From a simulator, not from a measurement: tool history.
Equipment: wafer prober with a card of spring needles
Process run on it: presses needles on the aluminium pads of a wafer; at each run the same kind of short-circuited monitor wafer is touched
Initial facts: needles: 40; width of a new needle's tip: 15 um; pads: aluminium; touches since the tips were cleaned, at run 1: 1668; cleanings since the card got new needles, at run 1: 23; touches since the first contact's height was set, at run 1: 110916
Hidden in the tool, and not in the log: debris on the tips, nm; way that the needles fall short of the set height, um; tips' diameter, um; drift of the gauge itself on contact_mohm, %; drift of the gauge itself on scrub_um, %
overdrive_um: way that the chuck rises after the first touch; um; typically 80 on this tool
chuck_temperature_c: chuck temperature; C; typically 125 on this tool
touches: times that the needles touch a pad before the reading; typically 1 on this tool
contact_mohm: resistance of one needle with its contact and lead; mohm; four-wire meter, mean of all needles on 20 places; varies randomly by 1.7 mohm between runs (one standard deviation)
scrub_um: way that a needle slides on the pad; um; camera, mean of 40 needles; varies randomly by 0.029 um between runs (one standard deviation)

| run | hour | overdrive_um | chuck_temperature_c | touches | touches since the tips were cleaned | cleanings since the card got new needles | touches since the first contact's height was set | contact_mohm | scrub_um |
|---|---|---|---|---|---|---|---|---|---|
| 1 | 0 | 80 | 125 | 1 | 1668 | 23 | 110916 | 180 | 13.39 |
|  | 4.9 | tips cleaned on abrasive film |
| 2 | 11.1 | 80 | 125 | 2 | 3257 | 24 | 116739 | 180 | 13.36 |
|  | 12.9 | tips cleaned on abrasive film |
| 3 | 20.1 | 80 | 125 | 1 | 3807 | 25 | 121468 | 178 | 13.39 |
|  | 21 | tips cleaned on abrasive film |
|  | 28.6 | tips cleaned on abrasive film |
| 4 | 28.7 | 80 | 125 | 1 | 62 | 27 | 125952 | 175 | 13.39 |
| 5 | 35.7 | 80 | 125 | 1 | 3752 | 27 | 129642 | 177 | 13.33 |
|  | 36.4 | tips cleaned on abrasive film |
|  | 44 | tips cleaned on abrasive film |
| 6 | 46 | 80 | 125 | 1 | 1068 | 29 | 135043 | 179 | 13.43 |
|  | 52 | tips cleaned on abrasive film |
| 7 | 53.3 | 80 | 125 | 1 | 670 | 30 | 138826 | 178 | 13.39 |
| 8 | 58.3 | 80 | 125 | 1 | 3368 | 30 | 141524 | 181 | 13.42 |
|  | 59.9 | tips cleaned on abrasive film |
| 9 | 64.4 | 80 | 125 | 1 | 2419 | 31 | 144697 | 178 | 13.37 |
|  | 66.6 | height of the first contact set anew |
|  | 67.7 | tips cleaned on abrasive film |
|  | 75.6 | tips cleaned on abrasive film |
| 10 | 75.6 | 86 | 125 | 1 | 8 | 33 | 4690 | 177 | 14.39 |
|  | 83.1 | tips cleaned on abrasive film |
| 11 | 85.4 | 86 | 125 | 1 | 1228 | 34 | 9846 | 179 | 14.39 |
|  | 91.1 | tips cleaned on abrasive film |
| 12 | 96.4 | 86 | 125 | 1 | 2775 | 35 | 15602 | 177 | 14.42 |
|  | 99.2 | tips cleaned on abrasive film |
| 13 | 102.6 | 86 | 125 | 1 | 1829 | 36 | 18865 | 180 | 14.39 |
|  | 106.8 | tips cleaned on abrasive film |
| 14 | 107.8 | 86 | 125 | 1 | 544 | 37 | 21567 | 179 | 14.38 |
|  | 114.8 | tips cleaned on abrasive film |
| 15 | 118.9 | 86 | 125 | 1 | 2157 | 38 | 27417 | 175 | 14.39 |
|  | 122.3 | tips cleaned on abrasive film |
| 16 | 128.4 | 68 | 55 | 1 | 3261 | 39 | 32422 | 166 | 11.4 |
|  | 130 | tips cleaned on abrasive film |
|  | 137.9 | tips cleaned on abrasive film |
| 17 | 139.4 | 97 | 89 | 1 | 803 | 41 | 38134 | 169 | 16.24 |
|  | 145.3 | tips cleaned on abrasive film |
| 18 | 147.7 | 80 | 125 | 2 | 1248 | 42 | 42490 | 177 | 13.42 |
| 19 | 152.4 | 86 | 42 | 2 | 3738 | 42 | 44980 | 161 | 14.37 |

What differs in the tool's unlogged condition from the final listed run ahead of each entry between runs to the first listed run following it?
Runs 1 to 2: tips cleaned on abrasive film (hour 4.9)
  debris on the tips, nm: 2.5 -> 3.2
Runs 2 to 3: tips cleaned on abrasive film (hour 12.9)
  debris on the tips, nm: 3.2 -> 3.5
Runs 3 to 4: tips cleaned on abrasive film (hour 21); tips cleaned on abrasive film (hour 28.6)
  debris on the tips, nm: 3.5 -> 0.5
Runs 5 to 6: tips cleaned on abrasive film (hour 36.4); tips cleaned on abrasive film (hour 44)
  debris on the tips, nm: 3.6 -> 1.7; tips' diameter, um: 15.01 -> 15.02
Runs 6 to 7: tips cleaned on abrasive film (hour 52)
  debris on the tips, nm: 1.7 -> 1.4; way that the needles fall short of the set height, um: 0.04 -> 0.05
Runs 8 to 9: tips cleaned on abrasive film (hour 59.9)
  debris on the tips, nm: 3.5 -> 2.9
Runs 9 to 10: height of the first contact set anew (hour 66.6); tips cleaned on abrasive film (hour 67.7); tips cleaned on abrasive film (hour 75.6)
  debris on the tips, nm: 2.9 -> 0.3; way that the needles fall short of the set height, um: 0.05 -> 0
Runs 10 to 11: tips cleaned on abrasive film (hour 83.1)
  debris on the tips, nm: 0.3 -> 1.9
Runs 11 to 12: tips cleaned on abrasive film (hour 91.1)
  debris on the tips, nm: 1.9 -> 3.1; way that the needles fall short of the set height, um: 0 -> 0.01
Runs 12 to 13: tips cleaned on abrasive film (hour 99.2)
  debris on the tips, nm: 3.1 -> 2.5
Runs 13 to 14: tips cleaned on abrasive film (hour 106.8)
  debris on the tips, nm: 2.5 -> 1.1
Runs 14 to 15: tips cleaned on abrasive film (hour 114.8)
  debris on the tips, nm: 1.1 -> 2.7
Runs 15 to 16: tips cleaned on abrasive film (hour 122.3)
  debris on the tips, nm: 2.7 -> 3.4
Runs 16 to 17: tips cleaned on abrasive film (hour 130); tips cleaned on abrasive film (hour 137.9)
  debris on the tips, nm: 3.4 -> 1.4
Runs 17 to 18: tips cleaned on abrasive film (hour 145.3)
  debris on the tips, nm: 1.4 -> 2; way that the needles fall short of the set height, um: 0.01 -> 0.02
